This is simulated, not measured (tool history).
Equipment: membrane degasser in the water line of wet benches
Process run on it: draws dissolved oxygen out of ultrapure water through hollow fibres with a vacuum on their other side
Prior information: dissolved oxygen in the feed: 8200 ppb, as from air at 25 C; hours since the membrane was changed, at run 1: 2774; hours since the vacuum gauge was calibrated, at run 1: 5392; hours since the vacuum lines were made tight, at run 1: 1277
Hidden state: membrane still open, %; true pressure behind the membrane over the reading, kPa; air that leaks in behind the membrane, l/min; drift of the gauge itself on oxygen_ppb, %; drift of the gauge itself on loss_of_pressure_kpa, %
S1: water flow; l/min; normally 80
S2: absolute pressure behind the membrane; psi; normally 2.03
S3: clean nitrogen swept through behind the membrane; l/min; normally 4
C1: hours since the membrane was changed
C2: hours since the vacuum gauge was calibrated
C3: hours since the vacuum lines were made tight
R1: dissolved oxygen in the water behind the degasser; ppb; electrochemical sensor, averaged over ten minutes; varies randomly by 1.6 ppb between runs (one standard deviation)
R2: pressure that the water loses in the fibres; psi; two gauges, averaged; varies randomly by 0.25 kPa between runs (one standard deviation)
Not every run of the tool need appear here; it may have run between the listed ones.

Run 1, hour 0: usual settings; C1 2774; C2 5392; C3 1277. Result: R1 517.5 ppb, R2 9.908 psi.
Run 2, hour 84.5: usual settings; C1 2859; C2 5477; C3 1362. Result: R1 516.6 ppb, R2 9.921 psi.
Run 3, hour 146.4: usual settings; C1 2921; C2 5539; C3 1424. Result: R1 518.4 ppb, R2 9.857 psi.
Run 4, hour 183.5: usual settings; C1 2958; C2 5576; C3 1461. Result: R1 519.3 ppb, R2 9.908 psi.
Run 5, hour 235.2: usual settings; C1 3009; C2 5627; C3 1513. Result: R1 515.3 ppb, R2 9.855 psi.
Run 6, hour 306.4: usual settings but S2 1.29 psi; C1 3081; C2 5699; C3 1584. Result: R1 310.4 ppb, R2 9.892 psi.
Run 7, hour 341.1: usual settings but S2 1.29 psi; C1 3115; C2 5733; C3 1619. Result: R1 309.7 ppb, R2 9.889 psi.
Run 8, hour 376.5: usual settings but S2 4.9 psi; C1 3151; C2 5769; C3 1654. Result: R1 1232 ppb, R2 9.88 psi.
Run 9, hour 452.7: usual settings but S2 4.9 psi; C1 3227; C2 5845; C3 1730. Result: R1 1230.9 ppb, R2 9.894 psi.
Run 10, hour 507.1: usual settings; C1 3281; C2 5899; C3 1785. Result: R1 515 ppb, R2 9.925 psi.
Run 11, hour 585.5: usual settings but S3 2.45 l/min; C1 3360; C2 5978; C3 1863. Result: R1 744.7 ppb, R2 9.874 psi.
Run 12, hour 639.9: usual settings but S3 2.45 l/min; C1 3414; C2 6032; C3 1917. Result: R1 747.6 ppb, R2 9.922 psi.
Run 13, hour 689.4: usual settings but S1 78 l/min, S2 1.35 psi, S3 6.47 l/min; C1 3464; C2 6082; C3 1967. Result: R1 224.8 ppb, R2 9.702 psi.
At hour 705.6: vacuum gauge calibrated.
Run 14, hour 736.3: usual settings but S1 78 l/min, S2 1.35 psi, S3 6.47 l/min; C1 3510; C2 31; C3 2013. Result: R1 218 ppb, R2 9.638 psi.
Run 15, hour 813.4: usual settings but S1 78 l/min, S2 1.35 psi, S3 6.47 l/min; C1 3587; C2 108; C3 2090. Result: R1 218.2 ppb, R2 9.648 psi.
Run 16, hour 848.4: usual settings but S1 108 l/min, S2 1.29 psi, S3 2.15 l/min; C1 3622; C2 143; C3 2125. Result: R1 607.3 ppb, R2 13.339 psi.
Run 17, hour 883: usual settings but S1 51 l/min, S2 4.79 psi, S3 1.7 l/min; C1 3657; C2 177; C3 2160. Result: R1 1591.1 ppb, R2 6.298 psi.
Run 18, hour 953.7: usual settings but S1 78 l/min, S2 2.16 psi, S3 2.11 l/min; C1 3727; C2 248; C3 2231. Result: R1 851.6 ppb, R2 9.704 psi.
Run 19, hour 1001: usual settings but S1 95 l/min, S3 7.03 l/min; C1 3775; C2 295; C3 2278. Result: R1 395.1 ppb, R2 11.768 psi.
Run 20, hour 1052.4: usual settings but S1 53 l/min, S2 3.18 psi, S3 2.13 l/min; C1 3826; C2 347; C3 2329. Result: R1 927.2 ppb, R2 6.57 psi.
Run 21, hour 1133.6: usual settings but S1 53 l/min, S2 3.18 psi, S3 2.13 l/min; C1 3907; C2 428; C3 2411. Result: R1 926.6 ppb, R2 6.601 psi.
Run 22, hour 1172.5: usual settings but S1 53 l/min, S2 3.18 psi, S3 2.13 l/min; C1 3946; C2 467; C3 2449. Result: R1 932.7 ppb, R2 6.496 psi.
Run 23, hour 1213.8: usual settings but S1 53 l/min, S2 3.18 psi, S3 2.13 l/min; C1 3987; C2 508; C3 2491. Result: R1 932.3 ppb, R2 6.544 psi.

Run by run, hidden condition taken away, random variation retained:
run      R1      R2
  1   504.8   9.835
  2   503.8   9.847
  3   505.3   9.783
  4   506.1   9.831
  5     502   9.778
  6   296.3   9.812
  7   295.6   9.809
  8  1219.8   9.797
  9  1218.5    9.81
 10     501   9.839
 11   725.1   9.787
 12   727.8   9.834
 13   214.3   9.613
 14   215.5   9.549
 15   215.4   9.557
 16   603.2  13.211
 17  1587.8   6.237
 18   848.4    9.61
 19   391.1  11.652
 20     924   6.505
 21   923.2   6.532
 22   929.1   6.428
 23   928.6   6.474
